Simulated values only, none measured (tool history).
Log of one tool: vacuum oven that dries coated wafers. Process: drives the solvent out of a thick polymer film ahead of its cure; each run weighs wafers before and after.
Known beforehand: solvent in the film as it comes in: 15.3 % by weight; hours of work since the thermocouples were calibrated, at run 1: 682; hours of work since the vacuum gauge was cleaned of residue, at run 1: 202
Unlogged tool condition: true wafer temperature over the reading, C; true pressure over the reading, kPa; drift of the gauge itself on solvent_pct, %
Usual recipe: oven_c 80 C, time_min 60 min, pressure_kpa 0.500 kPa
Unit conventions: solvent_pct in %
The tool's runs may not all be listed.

| run | day | oven_c | time_min | pressure_kpa | hours of work since the thermocouples were calibrated | hours of work since the vacuum gauge was cleaned of residue | solvent_pct |
|---|---|---|---|---|---|---|---|
| 1 | 0.000 | 80 | 60 | 0.500 | 682 | 202 | 1.26 |
| 2 | 0.400 | 70 | 60 | 0.500 | 689 | 209 | 3.69 |
| 3 | 0.758 | 70 | 60 | 0.500 | 695 | 215 | 3.61 |
| 4 | 1.058 | 80 | 60 | 0.254 | 701 | 221 | 1.14 |
| 5 | 1.462 | 80 | 60 | 0.500 | 708 | 228 | 1.26 |
| 6 | 1.996 | 75 | 60 | 0.500 | 718 | 238 | 2.27 |
| 7 | 2.388 | 75 | 60 | 0.500 | 725 | 245 | 2.30 |
| 8 | 2.721 | 75 | 60 | 0.500 | 731 | 251 | 2.24 |
| 9 | 3.154 | 80 | 60 | 0.812 | 739 | 259 | 1.36 |
| 10 | 3.638 | 74 | 60 | 0.812 | 747 | 267 | 2.70 |
| 11 | 3.950 | 92 | 60 | 0.500 | 753 | 273 | 0.22 |
| 12 | 4.329 | 92 | 60 | 0.500 | 760 | 280 | 0.22 |
|  | 4.446 | vacuum gauge cleaned of residue and calibrated |
| 13 | 4.629 | 79 | 68 | 0.297 | 764 | 3 | 1.01 |
| 14 | 4.938 | 94 | 42 | 0.549 | 770 | 9 | 0.37 |
| 15 | 5.246 | 69 | 37 | 0.549 | 775 | 14 | 6.11 |
| 16 | 5.525 | 69 | 37 | 0.549 | 780 | 19 | 6.17 |
| 17 | 5.958 | 80 | 80 | 0.500 | 788 | 27 | 0.70 |
| 18 | 6.275 | 80 | 45 | 1.425 | 794 | 33 | 2.53 |
|  | 6.542 | vacuum gauge cleaned of residue and calibrated, once more |
| 19 | 6.588 | 68 | 45 | 0.335 | 798 | 1 | 5.45 |

For each run, the measured value with the value that run would have given without the tool's hidden condition subtracted. The run-to-run variation is shared by both, the gauge scatter possibly not:
| run | solvent_pct |
|---|---|
| 1 | +0.09 |
| 2 | +0.16 |
| 3 | +0.17 |
| 4 | +0.09 |
| 5 | +0.10 |
| 6 | +0.15 |
| 7 | +0.15 |
| 8 | +0.15 |
| 9 | +0.11 |
| 10 | +0.16 |
| 11 | +0.02 |
| 12 | +0.02 |
| 13 | +0.11 |
| 14 | +0.04 |
| 15 | +0.20 |
| 16 | +0.21 |
| 17 | +0.08 |
| 18 | +0.17 |
| 19 | +0.22 |
